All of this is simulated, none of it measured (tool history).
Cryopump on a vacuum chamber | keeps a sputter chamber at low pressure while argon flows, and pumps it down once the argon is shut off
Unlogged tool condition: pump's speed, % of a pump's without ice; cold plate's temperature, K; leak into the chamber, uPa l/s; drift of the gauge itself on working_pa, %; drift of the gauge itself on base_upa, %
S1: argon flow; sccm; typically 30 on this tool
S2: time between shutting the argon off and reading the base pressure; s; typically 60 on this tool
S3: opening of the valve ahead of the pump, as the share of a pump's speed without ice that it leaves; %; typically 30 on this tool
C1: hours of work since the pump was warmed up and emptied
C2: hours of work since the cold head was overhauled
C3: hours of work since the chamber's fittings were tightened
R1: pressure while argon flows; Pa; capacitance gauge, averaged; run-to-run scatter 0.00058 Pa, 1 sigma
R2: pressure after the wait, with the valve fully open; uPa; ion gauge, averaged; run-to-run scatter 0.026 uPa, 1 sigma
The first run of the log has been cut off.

run 2 day=2.3 | S1=30 S2=96 S3=30 | C1=692 C2=692 C3=469 | R1=0.0765 R2=0.91
run 3 day=4.721 | S1=30 S2=96 S3=30 | C1=722 C2=722 C3=499 | R1=0.0776 R2=0.88
run 4 day=6.375 | S1=30 S2=96 S3=30 | C1=742 C2=742 C3=519 | R1=0.0771 R2=0.93
-- day=7.204 pump warmed up, emptied and cooled again
run 5 day=8.929 | S1=30 S2=87 S3=30 | C1=21 C2=771 C3=548 | R1=0.0727 R2=0.91
run 6 day=11.183 | S1=30 S2=170 S3=30 | C1=49 C2=798 C3=575 | R1=0.0735 R2=0.59
run 7 day=13.858 | S1=30 S2=60 S3=18 | C1=81 C2=831 C3=608 | R1=0.1224 R2=1.3
run 8 day=16.488 | S1=30 S2=60 S3=18 | C1=114 C2=863 C3=640 | R1=0.1219 R2=1.24
run 9 day=17.854 | S1=30 S2=60 S3=18 | C1=130 C2=880 C3=657 | R1=0.1231 R2=1.28
run 10 day=20.288 | S1=30 S2=60 S3=30 | C1=160 C2=910 C3=687 | R1=0.0742 R2=1.26
run 11 day=22.525 | S1=30 S2=60 S3=30 | C1=188 C2=937 C3=714 | R1=0.0742 R2=1.23
run 12 day=24.367 | S1=30 S2=33 S3=30 | C1=210 C2=960 C3=737 | R1=0.0745 R2=2.03
run 13 day=26.333 | S1=30 S2=33 S3=30 | C1=234 C2=984 C3=761 | R1=0.074 R2=2.04
run 14 day=28.921 | S1=30 S2=33 S3=30 | C1=266 C2=1015 C3=792 | R1=0.0762 R2=2.15
run 15 day=30.575 | S1=30 S2=33 S3=30 | C1=286 C2=1036 C3=813 | R1=0.0746 R2=2.03
run 16 day=33.267 | S1=40 S2=60 S3=30 | C1=319 C2=1069 C3=846 | R1=0.1 R2=1.31
run 17 day=35.833 | S1=40 S2=60 S3=30 | C1=351 C2=1100 C3=877 | R1=0.1005 R2=1.33
run 18 day=38.108 | S1=40 S2=152 S3=47 | C1=378 C2=1128 C3=905 | R1=0.0647 R2=0.78
run 19 day=39.675 | S1=40 S2=152 S3=47 | C1=398 C2=1147 C3=924 | R1=0.0643 R2=0.78

What does the tool deliver on the next run?
run 20 day=41.446 | S1=40 S2=169 S3=31 | C1=419 C2=1169 C3=946 | R1=? R2=?

Run 20 measured R1 0.0967 Pa, R2 0.75 uPa.
Without the tool's hidden state the same run would have given R1 0.0939 Pa, R2 0.45 uPa.

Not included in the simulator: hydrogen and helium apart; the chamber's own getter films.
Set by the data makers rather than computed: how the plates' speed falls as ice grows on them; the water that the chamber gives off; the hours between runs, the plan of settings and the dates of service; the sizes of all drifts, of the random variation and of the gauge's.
